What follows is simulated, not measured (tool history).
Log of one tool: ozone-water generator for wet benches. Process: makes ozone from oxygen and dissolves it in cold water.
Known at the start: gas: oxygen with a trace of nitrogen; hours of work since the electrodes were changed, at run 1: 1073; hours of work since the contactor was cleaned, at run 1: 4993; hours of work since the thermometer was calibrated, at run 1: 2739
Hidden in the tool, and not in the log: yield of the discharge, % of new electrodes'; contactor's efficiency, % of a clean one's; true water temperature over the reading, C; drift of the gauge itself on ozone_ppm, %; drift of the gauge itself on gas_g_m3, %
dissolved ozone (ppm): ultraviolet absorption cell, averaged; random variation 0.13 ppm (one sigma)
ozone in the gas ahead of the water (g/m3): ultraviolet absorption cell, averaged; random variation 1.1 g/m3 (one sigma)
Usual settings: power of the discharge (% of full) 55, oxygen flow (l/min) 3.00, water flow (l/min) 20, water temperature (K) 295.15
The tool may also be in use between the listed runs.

run	hour	power of the discharge (% of full)	oxygen flow (l/min)	water flow (l/min)	water temperature (K)	hours of work since the electrodes were changed	hours of work since the contactor was cleaned	hours of work since the thermometer was calibrated	dissolved ozone (ppm)	ozone in the gas ahead of the water (g/m3)
1	0.0	55	3.00	20	295.15	1073	4993	2739	13.7	182.7
2	87.3	55	3.00	20	295.15	1132	5051	2798	13.7	181.8
3	188.0	55	3.00	20	295.15	1200	5119	2866	13.5	182.2
4	292.6	55	1.78	20	295.15	1270	5190	2936	11.7	232.7
5	336.3	55	1.78	20	295.15	1300	5219	2965	11.7	231.2
6	382.6	55	3.00	23	295.15	1331	5250	2997	11.8	180.9
7	491.2	55	3.00	20	295.15	1404	5323	3070	13.5	183.1
8	594.9	55	3.00	20	295.15	1474	5393	3139	13.2	180.9
9	639.3	55	3.86	16	289.15	1504	5423	3169	18.2	160.5

Run 10 comes next. What will it give?
10	727.5	55	3.85	24	289.15	1563	5482	3229	?	?

Run 10 gave dissolved ozone (ppm) 12.7, ozone in the gas ahead of the water (g/m3) 161.3.
Without the tool's hidden state the same run would have given dissolved ozone (ppm) 13.5, ozone in the gas ahead of the water (g/m3) 166.9.
